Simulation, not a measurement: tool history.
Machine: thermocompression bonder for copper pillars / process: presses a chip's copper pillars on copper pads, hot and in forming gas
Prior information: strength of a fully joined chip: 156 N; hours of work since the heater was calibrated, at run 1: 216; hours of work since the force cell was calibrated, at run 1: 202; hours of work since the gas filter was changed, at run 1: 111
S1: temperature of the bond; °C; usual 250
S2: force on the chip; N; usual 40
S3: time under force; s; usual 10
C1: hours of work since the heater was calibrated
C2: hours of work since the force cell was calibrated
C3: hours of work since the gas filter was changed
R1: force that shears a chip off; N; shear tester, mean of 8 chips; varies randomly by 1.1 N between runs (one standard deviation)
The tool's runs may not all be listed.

run 1 day=0 | S1=250 S2=40 S3=10 | C1=216 C2=202 C3=111 | R1=96.1
run 2 day=0.617 | S1=250 S2=40 S3=10 | C1=226 C2=212 C3=121 | R1=96.5
run 3 day=1.112 | S1=250 S2=40 S3=10 | C1=234 C2=220 C3=129 | R1=96
run 4 day=1.638 | S1=250 S2=40 S3=10 | C1=242 C2=229 C3=138 | R1=95.1
run 5 day=2.192 | S1=250 S2=40 S3=10 | C1=251 C2=237 C3=147 | R1=95.6
run 6 day=2.467 | S1=250 S2=40 S3=10 | C1=255 C2=242 C3=151 | R1=97.1
run 7 day=3.008 | S1=250 S2=40 S3=10 | C1=264 C2=251 C3=160 | R1=95.8
run 8 day=3.562 | S1=250 S2=40 S3=10 | C1=273 C2=259 C3=169 | R1=93.9
run 9 day=3.875 | S1=250 S2=40 S3=17 | C1=278 C2=264 C3=174 | R1=109
run 10 day=4.225 | S1=250 S2=40 S3=10 | C1=284 C2=270 C3=179 | R1=94.9
run 11 day=4.512 | S1=235 S2=33 S3=10 | C1=288 C2=275 C3=184 | R1=66
run 12 day=4.771 | S1=240 S2=57 S3=5 | C1=292 C2=279 C3=188 | R1=80.8
run 13 day=5.062 | S1=235 S2=57 S3=6 | C1=297 C2=283 C3=193 | R1=78.4
-- day=5.179 force cell calibrated
run 14 day=5.392 | S1=242 S2=40 S3=8 | C1=301 C2=3 C3=197 | R1=78.5
run 15 day=5.683 | S1=257 S2=37 S3=12 | C1=306 C2=8 C3=202 | R1=103.1
run 16 day=5.983 | S1=257 S2=37 S3=12 | C1=311 C2=13 C3=206 | R1=102.8
run 17 day=6.45 | S1=229 S2=40 S3=10 | C1=318 C2=20 C3=214 | R1=69.1
-- day=6.55 force cell calibrated, once more
run 18 day=7.046 | S1=233 S2=40 S3=25 | C1=327 C2=8 C3=223 | R1=96.5
run 19 day=7.638 | S1=242 S2=29 S3=5 | C1=336 C2=17 C3=232 | R1=52.9
run 20 day=7.983 | S1=249 S2=45 S3=12 | C1=342 C2=23 C3=238 | R1=102.3

Below are 4 alternative next runs, each starting from the tool's condition after run 20. Predict each:
run A day=8.312 | S1=269 S2=45 S3=5 | C1=347 C2=28 C3=243 | R1=?
run B day=8.312 | S1=234 S2=40 S3=12 | C1=347 C2=28 C3=243 | R1=?
run C day=8.312 | S1=256 S2=44 S3=13 | C1=347 C2=28 C3=243 | R1=?
run D day=8.312 | S1=249 S2=45 S3=28 | C1=347 C2=28 C3=243 | R1=?

run=A R1=103.4
run=B R1=76.7
run=C R1=113.3
run=D R1=125.5
Stripped of hidden state, with their random variation kept, the same runs would have yielded:
run=A R1=113.3
run=B R1=85.9
run=C R1=123.5
run=D R1=135.6

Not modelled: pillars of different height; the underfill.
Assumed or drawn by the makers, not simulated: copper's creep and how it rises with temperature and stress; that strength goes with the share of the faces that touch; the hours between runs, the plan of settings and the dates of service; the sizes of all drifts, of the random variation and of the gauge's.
